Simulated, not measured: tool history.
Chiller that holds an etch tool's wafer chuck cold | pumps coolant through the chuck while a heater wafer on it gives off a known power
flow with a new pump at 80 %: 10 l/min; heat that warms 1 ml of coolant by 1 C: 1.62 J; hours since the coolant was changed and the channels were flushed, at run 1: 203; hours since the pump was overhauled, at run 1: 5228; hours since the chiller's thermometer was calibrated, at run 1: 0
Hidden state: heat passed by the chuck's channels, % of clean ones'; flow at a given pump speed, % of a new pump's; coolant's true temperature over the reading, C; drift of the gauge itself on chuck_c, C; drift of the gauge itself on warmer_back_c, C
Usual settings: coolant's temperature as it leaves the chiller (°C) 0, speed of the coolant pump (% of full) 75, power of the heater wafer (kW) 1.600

run,hour,coolant's temperature as it leaves the chiller (°C),speed of the coolant pump (% of full),power of the heater wafer (kW),hours since the coolant was changed and the channels were flushed,hours since the pump was overhauled,hours since the chiller's thermometer was calibrated,chuck's temperature once it has settled (°C),how much warmer the coolant comes back (C)
1,0.0,0,75,1.600,203,5228,0,13.5,6.42
2,147.3,0,75,1.600,350,5376,147,13.3,6.38
3,260.9,0,75,1.600,464,5489,261,13.4,6.32
4,391.0,0,75,1.600,594,5619,391,13.5,6.31
5,488.1,0,75,1.600,691,5716,488,13.6,6.37
6,578.3,0,75,1.600,781,5807,578,13.5,6.33
7,749.7,0,75,1.600,953,5978,750,13.6,6.27
8,857.4,0,75,1.600,1061,6086,857,13.6,6.29
9,994.8,0,75,1.600,1198,6223,995,13.7,6.29
10,1092.3,0,75,0.845,1295,6321,1092,6.9,3.21
11,1265.1,0,75,0.845,1468,6493,1265,7.0,3.26
12,1435.6,0,75,0.865,1639,6664,1436,7.3,3.27
13,1517.7,0,75,0.865,1721,6746,1518,7.3,3.23
14,1627.9,0,75,0.865,1831,6856,1628,7.2,3.31
15,1714.7,0,75,0.865,1918,6943,1715,7.3,3.31
16,1798.2,0,75,0.865,2001,7026,1798,7.3,3.27
17,1901.5,8,70,0.955,2105,7130,1901,16.7,3.86
18,2057.1,0,75,0.997,2260,7285,2057,8.4,3.74
# hour 2182.0: gauge calibrated
19,2183.6,0,75,0.997,2387,7412,2184,8.3,3.94
20,2266.1,4,92,1.600,2469,7494,2266,15.1,5.06
21,2416.3,4,92,1.600,2619,7645,2416,15.3,5.04
22,2509.2,-7,75,1.600,2712,7737,2509,6.5,6.35
# hour 2537.8: chiller's thermometer calibrated
23,2594.0,-7,75,1.600,2796,7821,56,6.6,6.33
# hour 2617.7: coolant pump overhauled
24,2783.3,-7,68,1.600,2980,166,241,7.7,7.06
25,2883.0,9,68,1.600,3080,265,340,23.6,7.04
26,3001.9,0,75,2.098,3199,384,459,17.5,8.23

Run 27 comes next. What will it give?
27,3101.6,9,100,1.600,3299,484,559,?,?

{"run 27": {"chuck's temperature once it has settled (°C)": 19.5, "how much warmer the coolant comes back (C)": 4.57}}
Without the tool's hidden state the same run would have given chuck's temperature once it has settled (°C) 19.5, how much warmer the coolant comes back (C) 4.67.
